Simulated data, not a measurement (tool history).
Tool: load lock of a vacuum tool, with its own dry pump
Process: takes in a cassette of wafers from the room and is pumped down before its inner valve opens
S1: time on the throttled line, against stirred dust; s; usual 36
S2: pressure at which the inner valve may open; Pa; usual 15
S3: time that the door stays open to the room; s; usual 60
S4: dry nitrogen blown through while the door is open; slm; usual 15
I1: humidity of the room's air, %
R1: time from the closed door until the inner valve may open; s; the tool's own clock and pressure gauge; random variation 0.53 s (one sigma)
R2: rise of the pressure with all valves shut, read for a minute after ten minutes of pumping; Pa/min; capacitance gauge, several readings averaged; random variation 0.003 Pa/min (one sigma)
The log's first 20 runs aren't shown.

run 21 hour=5628.5 | S1=36 S2=23 S3=60 S4=15 | I1=45.6 | R1=80.7 R2=0.251
run 22 hour=5870.4 | S1=36 S2=23 S3=60 S4=15 | I1=43.9 | R1=81.0 R2=0.257
run 23 hour=6134.0 | S1=36 S2=15 S3=150 S4=12 | I1=46.0 | R1=83.0 R2=0.266
run 24 hour=6497.0 | S1=36 S2=15 S3=60 S4=19 | I1=42.7 | R1=83.7 R2=0.260
run 25 hour=6838.1 | S1=36 S2=16 S3=102 S4=19 | I1=44.9 | R1=84.4 R2=0.273
run 26 hour=7241.4 | S1=36 S2=16 S3=102 S4=19 | I1=42.8 | R1=84.5 R2=0.272
run 27 hour=7447.7 | S1=25 S2=14 S3=212 S4=45 | I1=43.9 | R1=78.8 R2=0.268
run 28 hour=7730.3 | S1=25 S2=14 S3=212 S4=45 | I1=39.6 | R1=79.0 R2=0.269
run 29 hour=7938.0 | S1=19 S2=24 S3=161 S4=6 | I1=45.6 | R1=70.7 R2=0.308
run 30 hour=8246.1 | S1=48 S2=26 S3=100 S4=33 | I1=43.8 | R1=90.4 R2=0.281
run 31 hour=8525.0 | S1=36 S2=26 S3=60 S4=5 | I1=44.7 | R1=82.3 R2=0.301
-- hour=8554.3 dry pump taken out, an overhauled one fitted
run 32 hour=8957.0 | S1=19 S2=15 S3=206 S4=15 | I1=49.5 | R1=64.3 R2=0.317
run 33 hour=9428.2 | S1=19 S2=15 S3=206 S4=15 | I1=45.8 | R1=64.2 R2=0.323
run 34 hour=9888.4 | S1=36 S2=22 S3=55 S4=8 | I1=48.0 | R1=74.5 R2=0.315
run 35 hour=10264.2 | S1=19 S2=28 S3=52 S4=7 | I1=44.1 | R1=61.5 R2=0.325
run 36 hour=10639.7 | S1=19 S2=28 S3=52 S4=7 | I1=47.1 | R1=61.6 R2=0.337
run 37 hour=11062.8 | S1=19 S2=14 S3=52 S4=12 | I1=45.5 | R1=66.2 R2=0.328
run 38 hour=11407.8 | S1=46 S2=18 S3=64 S4=17 | I1=44.1 | R1=85.5 R2=0.328

Forecast each of these 3 alternatives for the next run:
run A hour=11828.5 | S1=23 S2=28 S3=64 S4=41 | I1=45.0 | R1=? R2=?
run B hour=11828.5 | S1=36 S2=28 S3=60 S4=4 | I1=40.9 | R1=? R2=?
run C hour=11828.5 | S1=26 S2=18 S3=64 S4=38 | I1=44.6 | R1=? R2=?

run=A R1=66.0 R2=0.328
run=B R1=75.2 R2=0.346
run=C R1=70.3 R2=0.326
Without the tool's hidden state the same runs would have given:
run=A R1=63.1 R2=0.017
run=B R1=72.5 R2=0.036
run=C R1=67.3 R2=0.016
